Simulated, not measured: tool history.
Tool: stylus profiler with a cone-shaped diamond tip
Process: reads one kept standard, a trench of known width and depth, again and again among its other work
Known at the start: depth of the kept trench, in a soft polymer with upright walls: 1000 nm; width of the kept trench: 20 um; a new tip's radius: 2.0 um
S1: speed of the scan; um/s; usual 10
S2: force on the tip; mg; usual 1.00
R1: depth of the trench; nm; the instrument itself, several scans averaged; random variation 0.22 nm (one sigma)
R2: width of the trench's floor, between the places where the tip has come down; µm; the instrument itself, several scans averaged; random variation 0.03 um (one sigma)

run   hour  S1    S2       R1     R2
  1    0.0  10  1.00  1007.48  15.72
  2   63.1  10  1.00  1007.77  15.64
  3  106.3  10  1.00  1007.93  15.59
  4  135.8  10  1.00  1008.39  15.58
  5  203.6  10  1.00  1007.91  15.54
  6  259.2  10  1.00  1008.19  15.54
  7  323.0  10  1.00  1008.33  15.53
  8  366.1  10  1.00  1008.37  15.50
  9  423.3  10  1.12  1009.26  15.58
 10  490.5  10  0.54  1006.74  15.42
 11  540.0  12  2.70  1013.72  15.50
 12  601.0   2  0.42  1006.57  15.53
 13  645.6   5  0.42  1006.37  15.46
 14  677.1   5  0.42  1006.63  15.41
 15  738.2   5  0.42  1006.47  15.40
 16  791.5  17  2.86  1014.72  15.32
 17  824.3   6  1.57  1011.07  15.41
 18  852.1   2  1.49  1011.07  15.41
 19  915.8   6  1.80  1011.89  15.32

The same runs without the tool's hidden state, with the same run-to-run variation:
The hidden state here: radius of the tip, um; height scale over the true one, %; drift of the gauge itself on depth_nm, %; drift of the gauge itself on floor_um, %.
run       R1     R2
  1  1005.16  16.47
  2  1005.35  16.42
  3  1005.42  16.40
  4  1005.83  16.39
  5  1005.23  16.39
  6  1005.41  16.41
  7  1005.43  16.43
  8  1005.39  16.42
  9  1006.18  16.52
 10  1003.54  16.39
 11  1010.41  16.49
 12  1003.18  16.55
 13  1002.89  16.50
 14  1003.10  16.47
 15  1002.83  16.48
 16  1010.97  16.42
 17  1007.27  16.52
 18  1007.23  16.54
 19  1007.93  16.47

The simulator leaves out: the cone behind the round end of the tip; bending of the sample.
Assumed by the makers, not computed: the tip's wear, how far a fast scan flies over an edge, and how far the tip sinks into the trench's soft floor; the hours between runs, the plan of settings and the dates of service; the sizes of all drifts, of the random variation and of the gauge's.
